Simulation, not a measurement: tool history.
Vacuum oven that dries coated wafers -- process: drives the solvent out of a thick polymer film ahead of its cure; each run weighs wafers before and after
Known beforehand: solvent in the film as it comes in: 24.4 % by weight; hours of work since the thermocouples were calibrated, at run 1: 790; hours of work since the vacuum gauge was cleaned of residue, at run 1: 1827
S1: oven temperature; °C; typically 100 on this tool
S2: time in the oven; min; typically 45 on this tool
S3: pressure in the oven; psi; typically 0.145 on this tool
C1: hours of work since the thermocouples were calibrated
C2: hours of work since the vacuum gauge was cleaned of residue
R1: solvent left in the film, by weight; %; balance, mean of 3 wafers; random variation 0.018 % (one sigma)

run 1 hour=0.0 | S1=100 S2=45 S3=0.145 | C1=790 C2=1827 | R1=1.37
run 2 hour=80.9 | S1=100 S2=45 S3=0.145 | C1=854 C2=1892 | R1=1.34
run 3 hour=185.8 | S1=100 S2=45 S3=0.145 | C1=938 C2=1975 | R1=1.35
run 4 hour=265.5 | S1=100 S2=45 S3=0.516 | C1=1002 C2=2039 | R1=2.31
run 5 hour=361.4 | S1=100 S2=48 S3=0.145 | C1=1078 C2=2116 | R1=1.22
-- hour=452.5 oven's thermocouples calibrated
run 6 hour=479.5 | S1=100 S2=48 S3=0.145 | C1=22 C2=2208 | R1=1.31
run 7 hour=539.4 | S1=100 S2=48 S3=0.145 | C1=69 C2=2256 | R1=1.31
run 8 hour=619.2 | S1=100 S2=45 S3=0.145 | C1=133 C2=2320 | R1=1.51
run 9 hour=717.2 | S1=100 S2=45 S3=0.236 | C1=211 C2=2398 | R1=1.71
run 10 hour=769.9 | S1=100 S2=45 S3=0.236 | C1=253 C2=2440 | R1=1.76
-- hour=853.5 vacuum gauge cleaned of residue and calibrated
run 11 hour=872.6 | S1=100 S2=45 S3=0.236 | C1=334 C2=15 | R1=1.78
run 12 hour=989.3 | S1=100 S2=45 S3=0.236 | C1=428 C2=108 | R1=1.78
run 13 hour=1071.7 | S1=100 S2=45 S3=0.236 | C1=493 C2=174 | R1=1.77
-- hour=1167.1 vacuum gauge cleaned of residue and calibrated, once more
run 14 hour=1173.1 | S1=100 S2=45 S3=0.236 | C1=573 C2=5 | R1=1.41
run 15 hour=1289.4 | S1=100 S2=45 S3=0.236 | C1=666 C2=98 | R1=1.41
run 16 hour=1412.9 | S1=100 S2=45 S3=0.236 | C1=765 C2=196 | R1=1.44
run 17 hour=1506.3 | S1=100 S2=33 S3=0.402 | C1=839 C2=271 | R1=2.85
run 18 hour=1609.8 | S1=100 S2=45 S3=0.088 | C1=922 C2=354 | R1=1.04
run 19 hour=1715.9 | S1=100 S2=45 S3=0.088 | C1=1007 C2=438 | R1=1.04
run 20 hour=1771.2 | S1=109 S2=68 S3=0.104 | C1=1051 C2=483 | R1=0.25
run 21 hour=1873.0 | S1=100 S2=73 S3=0.157 | C1=1132 C2=564 | R1=0.60
-- hour=1891.7 oven's thermocouples calibrated
run 22 hour=1976.3 | S1=105 S2=37 S3=0.297 | C1=68 C2=645 | R1=1.58
run 23 hour=2040.7 | S1=90 S2=35 S3=0.171 | C1=119 C2=696 | R1=4.89
run 24 hour=2166.4 | S1=90 S2=55 S3=0.158 | C1=219 C2=797 | R1=2.44
run 25 hour=2245.3 | S1=92 S2=34 S3=0.145 | C1=282 C2=860 | R1=4.33
run 26 hour=2356.4 | S1=109 S2=45 S3=0.129 | C1=371 C2=948 | R1=0.53
run 27 hour=2452.7 | S1=109 S2=45 S3=0.129 | C1=448 C2=1025 | R1=0.54

How the hidden state differs across the entries between the runs, from the last listed run before each to the first after it:
After run 5, before run 6: oven's thermocouples calibrated (hour 452.5)
  true wafer temperature over the reading, C: 1.45 -> 0.44; true pressure over the reading, kPa: 0.669 -> 0.702
  what was measured, less what the result would be without the hidden state, R1: +0.09 -> +0.22 %
After run 10, before run 11: vacuum gauge cleaned of residue and calibrated (hour 853.5)
  true wafer temperature over the reading, C: 0.64 -> 0.7; true pressure over the reading, kPa: 0.781 -> 0.902
  what was measured, less what the result would be without the hidden state, R1: +0.21 -> +0.25 %
After run 13, before run 14: vacuum gauge cleaned of residue and calibrated, once more (hour 1167.1)
  true wafer temperature over the reading, C: 0.83 -> 0.91; true pressure over the reading, kPa: 0.958 -> 0
  what was measured, less what the result would be without the hidden state, R1: +0.25 -> -0.13 %
After run 21, before run 22: oven's thermocouples calibrated (hour 1891.7)
  true wafer temperature over the reading, C: 1.37 -> 0.18; true pressure over the reading, kPa: 0.192 -> 0.221
  what was measured, less what the result would be without the hidden state, R1: +0.02 -> +0.05 %

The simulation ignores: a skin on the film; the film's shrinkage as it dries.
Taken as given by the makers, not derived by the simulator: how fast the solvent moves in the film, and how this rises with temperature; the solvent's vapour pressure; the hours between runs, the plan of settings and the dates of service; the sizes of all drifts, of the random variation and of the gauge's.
